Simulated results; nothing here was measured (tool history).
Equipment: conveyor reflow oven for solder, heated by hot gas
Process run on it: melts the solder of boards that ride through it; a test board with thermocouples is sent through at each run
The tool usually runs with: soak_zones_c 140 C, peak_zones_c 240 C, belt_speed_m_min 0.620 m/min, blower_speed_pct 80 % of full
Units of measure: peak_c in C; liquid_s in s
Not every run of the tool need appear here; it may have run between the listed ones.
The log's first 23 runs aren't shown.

run,hour,soak_zones_c,peak_zones_c,belt_speed_m_min,blower_speed_pct,peak_c,liquid_s
24,1498.4,140,238,0.721,80,215.5,47.6
# hour 1539.5: thermocouples of zones 6 and 7 changed
# hour 1554.7: flux residue cleaned out of gas plates and filters
25,1565.6,133,238,0.721,60,210.9,41.9
26,1640.2,152,243,0.717,72,221.4,57.1
27,1713.7,132,240,0.620,80,221.7,59.0
28,1790.2,132,240,0.620,80,221.6,59.2
29,1863.5,132,240,0.620,80,221.5,58.3
30,1909.5,142,230,0.620,80,213.7,56.6
31,1950.9,142,230,0.620,59,210.5,51.2

Consider 3 possible next runs. They are alternatives, not a sequence: every one starts from the tool as it was left by run 31. What does each give?
# hour 2023.5: flux residue cleaned out of gas plates and filters
A,2034.9,142,233,0.620,59,?,?
# hour 2023.5: flux residue cleaned out of gas plates and filters
B,2034.9,142,230,0.512,59,?,?
# hour 2023.5: flux residue cleaned out of gas plates and filters
C,2034.9,140,240,0.572,80,?,?

run,peak_c,liquid_s
A,214.7,56.8
B,217.4,74.0
C,226.3,71.1
What these runs would have given with no unlogged condition in the tool:
run,peak_c,liquid_s
A,214.5,56.3
B,217.3,73.4
C,226.2,70.5
